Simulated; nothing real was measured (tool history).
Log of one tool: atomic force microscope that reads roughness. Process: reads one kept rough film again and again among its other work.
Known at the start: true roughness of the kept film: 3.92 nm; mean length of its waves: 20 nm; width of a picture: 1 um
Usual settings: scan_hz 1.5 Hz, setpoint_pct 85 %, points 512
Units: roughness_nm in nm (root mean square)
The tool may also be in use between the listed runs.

{"run": 1, "hour": 0.0, "scan_hz": 1.5, "setpoint_pct": 85, "points": 512, "roughness_nm": 1.735}
{"run": 2, "hour": 12.7, "scan_hz": 0.56, "setpoint_pct": 85, "points": 512, "roughness_nm": 1.736}
{"hour": 23.3, "done": "new tip fitted"}
{"run": 3, "hour": 29.7, "scan_hz": 1.5, "setpoint_pct": 85, "points": 512, "roughness_nm": 2.419}
{"run": 4, "hour": 42.6, "scan_hz": 1.63, "setpoint_pct": 85, "points": 512, "roughness_nm": 2.231}
{"run": 5, "hour": 61.6, "scan_hz": 1.63, "setpoint_pct": 85, "points": 512, "roughness_nm": 2.033}
{"run": 6, "hour": 89.2, "scan_hz": 1.5, "setpoint_pct": 65, "points": 512, "roughness_nm": 1.899}
{"hour": 115.1, "done": "new tip fitted"}
{"run": 7, "hour": 115.5, "scan_hz": 1.66, "setpoint_pct": 65, "points": 512, "roughness_nm": 2.68}
{"run": 8, "hour": 136.5, "scan_hz": 1.66, "setpoint_pct": 65, "points": 512, "roughness_nm": 2.391}
{"run": 9, "hour": 151.5, "scan_hz": 1.25, "setpoint_pct": 75, "points": 435, "roughness_nm": 2.147}
{"run": 10, "hour": 171.7, "scan_hz": 3.5, "setpoint_pct": 68, "points": 531, "roughness_nm": 1.875}
{"run": 11, "hour": 190.8, "scan_hz": 0.56, "setpoint_pct": 85, "points": 484, "roughness_nm": 1.808}
{"run": 12, "hour": 203.7, "scan_hz": 0.56, "setpoint_pct": 90, "points": 339, "roughness_nm": 1.692}
{"hour": 208.9, "done": "new tip fitted"}
{"run": 13, "hour": 225.8, "scan_hz": 0.59, "setpoint_pct": 89, "points": 696, "roughness_nm": 2.442}
{"run": 14, "hour": 248.5, "scan_hz": 0.76, "setpoint_pct": 85, "points": 716, "roughness_nm": 2.146}

Forecast each of these 5 alternatives for the next run:
{"run": "A", "hour": 268.3, "scan_hz": 0.79, "setpoint_pct": 79, "points": 1022, "roughness_nm": "?"}
{"run": "B", "hour": 268.3, "scan_hz": 1.5, "setpoint_pct": 85, "points": 814, "roughness_nm": "?"}
{"run": "C", "hour": 268.3, "scan_hz": 0.76, "setpoint_pct": 56, "points": 716, "roughness_nm": "?"}
{"run": "D", "hour": 268.3, "scan_hz": 0.87, "setpoint_pct": 81, "points": 851, "roughness_nm": "?"}
{"run": "E", "hour": 268.3, "scan_hz": 0.6, "setpoint_pct": 85, "points": 716, "roughness_nm": "?"}

run=A roughness_nm=2.004
run=B roughness_nm=1.897
run=C roughness_nm=2.045
run=D roughness_nm=1.959
run=E roughness_nm=2.013
Without the tool's hidden state the same runs would have given:
run=A roughness_nm=2.744
run=B roughness_nm=2.595
run=C roughness_nm=2.799
run=D roughness_nm=2.683
run=E roughness_nm=2.753
